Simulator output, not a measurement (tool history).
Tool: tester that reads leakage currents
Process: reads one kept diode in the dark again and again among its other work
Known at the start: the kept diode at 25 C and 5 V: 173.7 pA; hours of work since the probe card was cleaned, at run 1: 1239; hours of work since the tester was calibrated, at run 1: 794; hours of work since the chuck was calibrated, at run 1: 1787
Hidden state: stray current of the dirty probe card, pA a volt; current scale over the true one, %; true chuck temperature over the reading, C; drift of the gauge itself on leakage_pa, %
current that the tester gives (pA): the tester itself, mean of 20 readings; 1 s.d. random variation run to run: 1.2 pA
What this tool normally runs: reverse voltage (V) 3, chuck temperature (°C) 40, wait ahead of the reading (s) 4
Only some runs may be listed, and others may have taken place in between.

run     day  reverse voltage (V)  chuck temperature (°C)  wait ahead of the reading (s)  hours of work since the probe card was cleaned  hours of work since the tester was calibrated  hours of work since the chuck was calibrated  current that the tester gives (pA)
  1       0                    3                      40                              4                                            1239                                            794                                          1787                              387.78
      0.871  -- probe card cleaned and baked
  2     1.9                    3                      40                              4                                              12                                            815                                          1808                              385.46
  3   4.354                    3                      40                              4                                              42                                            844                                          1838                              385.54
  4   5.671                    3                      40                              4                                              57                                            860                                          1854                              385.67
  5   6.721                    3                      50                              4                                              70                                            873                                          1866                              734.32
  6    7.75                    3                      50                              4                                              82                                            885                                          1878                              737.13
  7  10.246                    3                      50                              4                                             112                                            915                                          1908                              737.28
  8   11.65                    3                      50                              4                                             129                                            932                                          1925                              737.42
  9  12.758                    3                      50                              4                                             142                                            945                                          1938                              735.27
 10  15.238                 5.23                      40                              4                                             172                                            975                                          1968                              470.68
 11  17.396                 9.46                      40                              4                                             198                                           1000                                          1994                              587.65
 12  18.938                 9.46                      40                              4                                             216                                           1019                                          2012                              587.66
 13  20.004                    3                      40                              4                                             229                                           1032                                          2025                              382.11
 14  21.042                    3                      40                              4                                             241                                           1044                                          2037                              378.29
 15  23.004                    3                      40                              4                                             265                                           1067                                          2061                              379.38
 16  24.304                 1.56                      40                              4                                             280                                           1083                                          2076                              297.62
 17   25.95                 1.56                      40                              4                                             300                                           1103                                          2096                              297.45
 18  28.142                    3                      40                              4                                             326                                           1129                                          2122                              380.07
 19   29.15                    3                      40                              4                                             338                                           1141                                          2134                              379.39
 20  30.775                    3                      40                            1.6                                             358                                           1160                                          2154                              379.34
 21  31.938                    3                      40                            1.6                                             371                                           1174                                          2168                               378.7
 22    34.3                 3.53                      40                           6.91                                             400                                           1202                                          2196                              403.32
 23  36.592                 3.53                      40                           6.91                                             427                                           1230                                          2223                              402.75
 24  38.562                    3                      40                           4.17                                             451                                           1253                                          2247                              380.14
     40.229  -- chuck's temperature calibrated
 25  40.696                    3                      40                           7.33                                             475                                           1278                                             6                              410.53
 26  43.175                    3                      24                           9.29                                             505                                           1308                                            35                              132.58
 27  44.242                 4.29                      24                           0.83                                             518                                           1320                                            48                              152.46
 28  45.646                 4.29                      53                           0.83                                             534                                           1337                                            65                             1087.25
 29  46.996                 3.84                      56                           0.83                                             551                                           1353                                            81                             1255.81
 30  48.046                 4.71                      56                           6.88                                             563                                           1366                                            93                             1342.92
 31  50.521                13.74                      40                            3.5                                             593                                           1395                                           123                              725.57
 32  52.879                13.74                      40                            3.5                                             621                                           1424                                           151                              729.41
 33  54.362                 2.23                      40                           1.27                                             639                                           1441                                           169                              366.71
 34  55.879                 10.7                      46                           8.15                                             657                                           1459                                           187                              981.47
 35  57.475                 1.42                      40                           1.04                                             676                                           1479                                           206                              307.87
 36  59.562                 1.42                      40                           1.04                                             701                                           1504                                           231                              308.04
 37  61.088                 4.54                      36                           2.62                                             719                                           1522                                           249                              361.85

Pick out some run-to-run changes in current that the tester gives (pA). Of each, how much would a tool without hidden state show as well, from the settings, what came in and chance, and how much is left for the hidden state and any gauge scatter not in both results compared?
Run 4 -> 5: chuck temperature (°C) 40 -> 50. current that the tester gives (pA) +348.65: hidden state -23.72, all else +372.37.
Run 9 -> 10: reverse voltage (V) 3 -> 5.23, chuck temperature (°C) 50 -> 40. current that the tester gives (pA) -264.59: hidden state +17.27, all else -281.86.
Run 24 -> 25: wait ahead of the reading (s) 4.17 -> 7.33, chuck's temperature calibrated. current that the tester gives (pA) +30.39: hidden state +34.06, all else -3.67.
Run 27 -> 28: chuck temperature (°C) 24 -> 53. current that the tester gives (pA) +934.79: hidden state -5.66, all else +940.45.
Run 30 -> 31: reverse voltage (V) 4.71 -> 13.74, chuck temperature (°C) 56 -> 40, wait ahead of the reading (s) 6.88 -> 3.5. current that the tester gives (pA) -617.35: hidden state +4.67, all else -622.02.
Run 34 -> 35: reverse voltage (V) 10.7 -> 1.42, chuck temperature (°C) 46 -> 40, wait ahead of the reading (s) 8.15 -> 1.04. current that the tester gives (pA) -673.6: hidden state +5.35, all else -678.95.

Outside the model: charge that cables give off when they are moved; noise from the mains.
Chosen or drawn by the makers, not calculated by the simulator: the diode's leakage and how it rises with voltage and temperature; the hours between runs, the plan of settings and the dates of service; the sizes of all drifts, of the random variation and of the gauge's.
